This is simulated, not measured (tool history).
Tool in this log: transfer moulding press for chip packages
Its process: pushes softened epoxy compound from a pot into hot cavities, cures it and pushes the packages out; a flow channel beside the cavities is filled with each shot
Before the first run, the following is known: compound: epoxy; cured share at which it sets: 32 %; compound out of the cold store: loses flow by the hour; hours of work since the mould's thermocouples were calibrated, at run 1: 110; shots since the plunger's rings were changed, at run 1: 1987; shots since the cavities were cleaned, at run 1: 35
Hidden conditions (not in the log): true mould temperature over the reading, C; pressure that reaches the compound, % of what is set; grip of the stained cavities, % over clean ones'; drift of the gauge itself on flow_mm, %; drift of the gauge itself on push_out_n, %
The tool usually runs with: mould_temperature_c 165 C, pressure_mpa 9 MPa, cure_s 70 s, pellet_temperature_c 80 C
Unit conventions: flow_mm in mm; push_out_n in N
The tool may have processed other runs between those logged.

| run | hour | mould_temperature_c | pressure_mpa | cure_s | pellet_temperature_c | hours of work since the mould's thermocouples were calibrated | shots since the plunger's rings were changed | shots since the cavities were cleaned | incoming compound's hours out of the cold store | flow_mm | push_out_n |
|---|---|---|---|---|---|---|---|---|---|---|---|
| 1 | 0 | 165 | 9 | 70 | 80 | 110 | 1987 | 35 | 17.7 | 740 | 447 |
| 2 | 6.9 | 165 | 9 | 52 | 80 | 113 | 2068 | 116 | 21.1 | 725 | 1011 |
| 3 | 13.5 | 165 | 9 | 52 | 80 | 117 | 2145 | 193 | 8.7 | 771 | 1162 |
| 4 | 24.6 | 165 | 9 | 52 | 80 | 122 | 2275 | 323 | 40.8 | 658 | 1160 |
| 5 | 31.2 | 165 | 9 | 52 | 80 | 125 | 2352 | 400 | 11 | 762 | 1374 |
|  | 35.6 | cavities cleaned with cleaning compound and waxed |
| 6 | 39 | 165 | 9.76 | 70 | 80 | 128 | 2426 | 40 | 46.5 | 667 | 428 |
| 7 | 48.2 | 165 | 9.76 | 70 | 79 | 132 | 2534 | 148 | 26.3 | 734 | 513 |
| 8 | 56.5 | 165 | 9 | 70 | 75 | 136 | 2631 | 245 | 26.9 | 705 | 558 |
| 9 | 64.9 | 165 | 9 | 70 | 75 | 140 | 2728 | 342 | 43.7 | 646 | 554 |
|  | 74.6 | cavities cleaned with cleaning compound and waxed |
| 10 | 74.6 | 165 | 9 | 70 | 75 | 144 | 2824 | 0 | 26.9 | 700 | 421 |
| 11 | 82.9 | 165 | 9 | 70 | 75 | 148 | 2921 | 97 | 26.7 | 700 | 501 |
| 12 | 89.5 | 162 | 9 | 70 | 75 | 151 | 2999 | 175 | 15.2 | 749 | 698 |
| 13 | 100.3 | 162 | 9 | 70 | 75 | 156 | 3124 | 300 | 20.3 | 735 | 779 |
| 14 | 108.8 | 165 | 9 | 70 | 80 | 160 | 3224 | 400 | 47.5 | 629 | 592 |
|  | 111.3 | mould's thermocouples calibrated |
|  | 115.6 | cavities cleaned with cleaning compound and waxed |
| 15 | 122.1 | 165 | 9 | 70 | 80 | 4 | 3339 | 77 | 39.1 | 656 | 469 |
| 16 | 130.6 | 165 | 9 | 70 | 80 | 8 | 3438 | 176 | 43.2 | 645 | 506 |
| 17 | 139.8 | 164 | 8.32 | 70 | 81 | 13 | 3546 | 284 | 37.9 | 640 | 585 |
| 18 | 145.9 | 164 | 8.32 | 70 | 81 | 16 | 3617 | 355 | 11.2 | 727 | 729 |
|  | 151.7 | mould's thermocouples calibrated, once more |
|  | 156.3 | cavities cleaned with cleaning compound and waxed |
| 19 | 158.5 | 164 | 8.32 | 91 | 81 | 2 | 3723 | 25 | 18.7 | 699 | 255 |
| 20 | 169.6 | 164 | 8.32 | 91 | 81 | 8 | 3854 | 156 | 35.2 | 640 | 299 |
| 21 | 175.9 | 165 | 9 | 81 | 79 | 11 | 3927 | 229 | 46.3 | 629 | 352 |
| 22 | 182.8 | 165 | 9 | 81 | 79 | 14 | 4007 | 309 | 19 | 722 | 406 |
| 23 | 193.2 | 169 | 9 | 51 | 81 | 19 | 4130 | 432 | 12.2 | 734 | 1164 |
|  | 195.5 | cavities cleaned with cleaning compound and waxed |
| 24 | 202.5 | 160 | 9 | 70 | 80 | 22 | 4220 | 81 | 29.7 | 691 | 618 |
| 25 | 211 | 171 | 9 | 68 | 80 | 26 | 4320 | 181 | 13.4 | 721 | 385 |
| 26 | 219.9 | 169 | 7.91 | 59 | 89 | 31 | 4425 | 286 | 17.6 | 664 | 642 |
| 27 | 224.8 | 169 | 7.91 | 59 | 89 | 33 | 4482 | 343 | 21 | 654 | 666 |
| 28 | 232.2 | 163 | 9.66 | 99 | 71 | 36 | 4568 | 429 | 28.8 | 711 | 375 |

Forecast each of these 4 alternatives for the next run:
|  | 234.3 | cavities cleaned with cleaning compound and waxed |
| A | 243 | 159 | 9.66 | 99 | 71 | 41 | 4677 | 102 | 45 | ? | ? |
|  | 234.3 | cavities cleaned with cleaning compound and waxed |
| B | 243 | 171 | 9 | 70 | 80 | 41 | 4677 | 102 | 33.8 | ? | ? |
|  | 234.3 | cavities cleaned with cleaning compound and waxed |
| C | 243 | 161 | 9.66 | 80 | 77 | 41 | 4677 | 102 | 27.3 | ? | ? |
|  | 234.3 | cavities cleaned with cleaning compound and waxed |
| D | 243 | 167 | 6.94 | 75 | 71 | 41 | 4677 | 102 | 42.7 | ? | ? |

| run | flow_mm | push_out_n |
|---|---|---|
| A | 667 | 317 |
| B | 655 | 319 |
| C | 721 | 437 |
| D | 556 | 341 |
Without the tool's unlogged condition, the same runs would have read:
| run | flow_mm | push_out_n |
|---|---|---|
| A | 694 | 268 |
| B | 682 | 269 |
| C | 750 | 371 |
| D | 579 | 288 |
